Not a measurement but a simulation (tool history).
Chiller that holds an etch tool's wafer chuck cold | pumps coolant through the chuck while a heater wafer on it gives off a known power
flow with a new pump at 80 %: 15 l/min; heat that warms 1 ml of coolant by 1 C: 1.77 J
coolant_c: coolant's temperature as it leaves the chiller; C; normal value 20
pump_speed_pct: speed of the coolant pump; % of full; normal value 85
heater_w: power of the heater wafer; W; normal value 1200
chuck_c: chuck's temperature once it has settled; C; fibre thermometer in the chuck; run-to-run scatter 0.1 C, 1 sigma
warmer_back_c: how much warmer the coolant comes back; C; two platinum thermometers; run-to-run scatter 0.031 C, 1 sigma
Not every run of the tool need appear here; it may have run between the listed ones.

run,hour,coolant_c,pump_speed_pct,heater_w,chuck_c,warmer_back_c
1,0,20,85,1200,27.2,2.53
2,38.3,20,85,1200,27.2,2.49
3,66,20,85,1200,27.1,2.46
4,112.8,20,85,1200,27.2,2.48
5,141.8,20,85,1200,27.3,2.47
6,205.4,20,85,1200,27.3,2.49
7,262.7,20,85,1200,27.3,2.45
8,322,20,85,1200,27.1,2.46
9,376,20,85,1200,27.4,2.47
10,406.5,20,85,1200,27.2,2.42
11,457.7,20,85,1200,27.2,2.35
12,485.4,20,85,1200,27.3,2.36
13,517.2,20,85,1200,27.3,2.44
14,567.6,20,85,1200,27.2,2.37
15,596.4,20,85,1200,27.3,2.41
16,645.6,20,85,708,24.3,1.32
17,710.9,14,73,970,20.8,2.23
18,769.2,12,98,1521,20.1,2.53
19,809.5,12,98,1521,20.1,2.5
20,847.3,29,74,735,33.8,1.59
21,898.9,29,74,735,33.7,1.6
22,928.2,12,85,1503,21,2.88
23,956.5,20,65,637,24.7,1.56
24,1011.9,20,65,637,24.9,1.53
25,1041.6,16,79,734,20.5,1.37
26,1101.8,15,77,1075,22,2.21
27,1149,14,85,1200,21.2,2.2
28,1204.7,14,85,1200,21.2,2.16
29,1263.4,20,62,1117,29,3.04
30,1315.8,20,62,1117,28.9,3
31,1368.3,20,62,1117,28.9,3.01

Alternative continuations, all from the tool just after run 31; predict every row:
A,1395.1,19,69,1163,?,?
B,1395.1,24,66,685,?,?
C,1395.1,20,71,1155,?,?
D,1395.1,20,63,1117,?,?
E,1395.1,18,69,1200,?,?

run,chuck_c,warmer_back_c
A,27.5,2.73
B,29,1.5
C,28.2,2.58
D,28.9,2.86
E,26.8,2.83
Without the tool's unlogged condition, the same runs would have read:
run,chuck_c,warmer_back_c
A,27.5,3.12
B,29,1.89
C,28.2,2.97
D,28.9,3.25
E,26.7,3.22
